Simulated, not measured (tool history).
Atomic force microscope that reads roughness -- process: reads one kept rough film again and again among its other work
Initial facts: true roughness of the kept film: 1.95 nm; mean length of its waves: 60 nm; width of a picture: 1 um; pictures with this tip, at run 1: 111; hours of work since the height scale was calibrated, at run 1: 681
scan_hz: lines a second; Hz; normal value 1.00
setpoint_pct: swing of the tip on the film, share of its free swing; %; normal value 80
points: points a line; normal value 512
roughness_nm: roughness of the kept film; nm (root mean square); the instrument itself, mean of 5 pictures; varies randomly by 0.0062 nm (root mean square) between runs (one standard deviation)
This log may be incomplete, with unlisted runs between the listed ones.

run	hour	scan_hz	setpoint_pct	points	pictures with this tip	hours of work since the height scale was calibrated	roughness_nm
1	0.0	1.00	80	512	111	681	1.733
2	32.3	1.00	80	512	170	701	1.697
# hour 37.9: new tip fitted
3	63.2	1.00	55	512	45	721	1.860
4	86.3	1.00	85	512	87	735	1.699
5	117.6	1.00	80	512	143	755	1.709
# hour 121.0: height scale calibrated on a step standard
# hour 139.9: new tip fitted
6	151.7	1.00	56	512	22	19	1.850
7	189.4	1.00	80	512	89	43	1.724
# hour 205.7: height scale calibrated on a step standard, once more
8	220.8	1.23	67	265	144	10	1.778
# hour 237.8: new tip fitted
9	268.3	1.00	56	512	55	40	1.867

Forecast run 10:
10	303.4	1.00	56	512	118	62	?

{"run 10": {"roughness_nm": 1.834}}
Were there no unlogged condition in the tool, this run, its random variation unchanged, would have produced roughness_nm 1.886 nm (root mean square).

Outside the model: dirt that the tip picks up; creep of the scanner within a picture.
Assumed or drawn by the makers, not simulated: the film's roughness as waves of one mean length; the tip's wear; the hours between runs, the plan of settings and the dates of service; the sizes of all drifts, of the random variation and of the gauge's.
